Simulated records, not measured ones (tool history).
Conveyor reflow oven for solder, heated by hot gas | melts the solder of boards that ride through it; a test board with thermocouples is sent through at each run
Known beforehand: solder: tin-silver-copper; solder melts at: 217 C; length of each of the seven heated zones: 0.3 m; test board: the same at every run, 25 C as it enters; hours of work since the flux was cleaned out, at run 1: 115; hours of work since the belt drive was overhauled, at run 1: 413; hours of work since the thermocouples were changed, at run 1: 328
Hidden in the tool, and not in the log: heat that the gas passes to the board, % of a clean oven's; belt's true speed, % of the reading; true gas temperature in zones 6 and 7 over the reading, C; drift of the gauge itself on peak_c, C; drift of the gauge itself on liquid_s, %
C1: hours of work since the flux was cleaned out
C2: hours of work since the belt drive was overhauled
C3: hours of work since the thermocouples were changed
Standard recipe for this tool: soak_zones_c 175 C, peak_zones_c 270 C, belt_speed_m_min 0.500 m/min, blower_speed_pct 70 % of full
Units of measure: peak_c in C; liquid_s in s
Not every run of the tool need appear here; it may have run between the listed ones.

run 1 hour=0.0 | soak_zones_c=175 peak_zones_c=270 belt_speed_m_min=0.500 blower_speed_pct=70 | C1=115 C2=413 C3=328 | peak_c=255.2 liquid_s=56.4
run 2 hour=18.8 | soak_zones_c=175 peak_zones_c=270 belt_speed_m_min=0.500 blower_speed_pct=70 | C1=127 C2=425 C3=341 | peak_c=254.8 liquid_s=56.2
run 3 hour=50.4 | soak_zones_c=175 peak_zones_c=270 belt_speed_m_min=0.500 blower_speed_pct=70 | C1=148 C2=446 C3=362 | peak_c=254.4 liquid_s=56.5
-- hour=67.8 flux residue cleaned out of gas plates and filters
run 4 hour=86.7 | soak_zones_c=175 peak_zones_c=270 belt_speed_m_min=0.500 blower_speed_pct=70 | C1=13 C2=467 C3=382 | peak_c=256.0 liquid_s=57.3
run 5 hour=107.6 | soak_zones_c=175 peak_zones_c=270 belt_speed_m_min=0.407 blower_speed_pct=70 | C1=26 C2=481 C3=396 | peak_c=260.8 liquid_s=75.3
run 6 hour=132.3 | soak_zones_c=175 peak_zones_c=270 belt_speed_m_min=0.407 blower_speed_pct=70 | C1=43 C2=497 C3=413 | peak_c=260.8 liquid_s=74.9
run 7 hour=166.4 | soak_zones_c=175 peak_zones_c=268 belt_speed_m_min=0.500 blower_speed_pct=70 | C1=65 C2=520 C3=435 | peak_c=253.8 liquid_s=55.9
run 8 hour=196.1 | soak_zones_c=173 peak_zones_c=270 belt_speed_m_min=0.500 blower_speed_pct=70 | C1=85 C2=540 C3=455 | peak_c=254.6 liquid_s=55.8
-- hour=202.5 belt drive overhauled, speed set with a stopwatch
run 9 hour=225.4 | soak_zones_c=173 peak_zones_c=270 belt_speed_m_min=0.500 blower_speed_pct=70 | C1=102 C2=15 C3=472 | peak_c=254.0 liquid_s=55.4
run 10 hour=243.3 | soak_zones_c=173 peak_zones_c=270 belt_speed_m_min=0.500 blower_speed_pct=70 | C1=114 C2=27 C3=483 | peak_c=254.7 liquid_s=55.8
run 11 hour=270.6 | soak_zones_c=175 peak_zones_c=265 belt_speed_m_min=0.500 blower_speed_pct=70 | C1=132 C2=45 C3=502 | peak_c=250.0 liquid_s=53.4
-- hour=302.8 belt drive overhauled, speed set with a stopwatch, once more
run 12 hour=302.8 | soak_zones_c=175 peak_zones_c=265 belt_speed_m_min=0.500 blower_speed_pct=70 | C1=151 C2=0 C3=520 | peak_c=249.5 liquid_s=52.7
-- hour=318.0 flux residue cleaned out of gas plates and filters
run 13 hour=339.3 | soak_zones_c=175 peak_zones_c=270 belt_speed_m_min=0.500 blower_speed_pct=51 | C1=14 C2=21 C3=541 | peak_c=250.9 liquid_s=53.0
run 14 hour=374.0 | soak_zones_c=175 peak_zones_c=270 belt_speed_m_min=0.500 blower_speed_pct=51 | C1=37 C2=44 C3=564 | peak_c=250.4 liquid_s=53.1
run 15 hour=399.5 | soak_zones_c=175 peak_zones_c=270 belt_speed_m_min=0.500 blower_speed_pct=51 | C1=54 C2=61 C3=581 | peak_c=251.0 liquid_s=52.6
run 16 hour=434.3 | soak_zones_c=177 peak_zones_c=270 belt_speed_m_min=0.500 blower_speed_pct=51 | C1=77 C2=84 C3=604 | peak_c=250.9 liquid_s=53.3
run 17 hour=459.7 | soak_zones_c=175 peak_zones_c=275 belt_speed_m_min=0.517 blower_speed_pct=70 | C1=94 C2=101 C3=621 | peak_c=257.9 liquid_s=56.1
run 18 hour=479.8 | soak_zones_c=187 peak_zones_c=270 belt_speed_m_min=0.457 blower_speed_pct=57 | C1=107 C2=114 C3=634 | peak_c=256.4 liquid_s=68.0
run 19 hour=497.2 | soak_zones_c=187 peak_zones_c=270 belt_speed_m_min=0.457 blower_speed_pct=86 | C1=119 C2=126 C3=646 | peak_c=260.4 liquid_s=70.5
run 20 hour=529.4 | soak_zones_c=186 peak_zones_c=272 belt_speed_m_min=0.494 blower_speed_pct=54 | C1=140 C2=147 C3=667 | peak_c=255.2 liquid_s=60.9
-- hour=561.3 flux residue cleaned out of gas plates and filters
run 21 hour=567.7 | soak_zones_c=175 peak_zones_c=281 belt_speed_m_min=0.598 blower_speed_pct=55 | C1=4 C2=169 C3=689 | peak_c=254.4 liquid_s=44.9

Predict the results of run 22:
run 22 hour=582.7 | soak_zones_c=171 peak_zones_c=281 belt_speed_m_min=0.598 blower_speed_pct=59 | C1=14 C2=179 C3=699 | peak_c=? liquid_s=?

{"run 22": {"peak_c": 254.5, "liquid_s": 44.1}}
Take away the tool's hidden state, keep the run-to-run variation as it was, and the same run would have given peak_c 256.1 C, liquid_s 45.0 s.

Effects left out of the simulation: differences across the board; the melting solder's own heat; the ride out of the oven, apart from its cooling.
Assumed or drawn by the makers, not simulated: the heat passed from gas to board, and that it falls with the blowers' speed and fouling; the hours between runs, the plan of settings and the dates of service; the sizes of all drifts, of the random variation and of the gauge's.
